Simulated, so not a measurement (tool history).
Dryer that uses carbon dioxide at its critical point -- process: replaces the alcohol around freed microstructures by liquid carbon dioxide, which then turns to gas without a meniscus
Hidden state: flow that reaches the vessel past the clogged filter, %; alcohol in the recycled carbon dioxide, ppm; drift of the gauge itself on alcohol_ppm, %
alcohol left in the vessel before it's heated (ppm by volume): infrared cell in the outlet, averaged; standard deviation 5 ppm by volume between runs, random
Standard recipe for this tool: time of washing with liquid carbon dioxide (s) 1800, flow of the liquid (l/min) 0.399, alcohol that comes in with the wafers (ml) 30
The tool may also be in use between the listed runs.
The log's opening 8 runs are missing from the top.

run,hour,time of washing with liquid carbon dioxide (s),flow of the liquid (l/min),alcohol that comes in with the wafers (ml),hours of work since the filter was changed,hours of work since the purifier's bed was changed,alcohol left in the vessel before it's heated (ppm by volume)
9,59.2,1800,0.504,41,74,295,88
10,67.7,1800,0.504,56,79,300,99
11,77.1,1800,0.676,30,86,307,72
12,84.2,1800,0.676,27,91,312,87
13,91.2,1800,0.676,27,96,317,82
14,98.5,1800,0.399,93,101,322,311
15,107.8,1800,0.399,93,107,328,324
16,114.1,1800,0.399,93,111,332,330
17,121.6,2280,0.421,30,116,338,82
18,128.6,1920,0.417,113,121,342,255
19,137.7,1920,0.417,113,128,349,256
20,145.5,1920,0.417,113,133,354,261
21,153.1,1800,0.399,21,138,359,148
22,160.6,2400,0.364,92,143,364,196
23,168.9,1800,0.399,85,149,370,351
24,172.9,1800,0.254,110,152,373,2508
25,179.0,1920,0.399,30,156,377,162
# hour 184.9: inlet filter changed
26,187.8,1920,0.399,30,2,382,117
27,194.0,1920,0.399,30,6,387,111
28,202.1,1920,0.399,30,12,392,122
29,208.4,1620,0.386,34,16,396,206
30,216.5,1800,0.399,65,22,402,195
31,221.7,1560,0.399,65,25,405,332
32,229.3,1800,0.631,30,30,411,97

Consider 4 possible next runs. They are alternatives, not a sequence: every one starts from the tool as it was left by run 32. What does each give?
A,234.6,2640,0.497,32,34,414,?
B,234.6,1440,0.631,30,34,414,?
C,234.6,1680,0.399,30,34,414,?
D,234.6,2220,0.631,21,34,414,?

run,alcohol left in the vessel before it's heated (ppm by volume)
A,95
B,100
C,167
D,95
With the hidden condition removed and each run's random variation left untouched, the same runs would have given:
run,alcohol left in the vessel before it's heated (ppm by volume)
A,7
B,8
C,62
D,7

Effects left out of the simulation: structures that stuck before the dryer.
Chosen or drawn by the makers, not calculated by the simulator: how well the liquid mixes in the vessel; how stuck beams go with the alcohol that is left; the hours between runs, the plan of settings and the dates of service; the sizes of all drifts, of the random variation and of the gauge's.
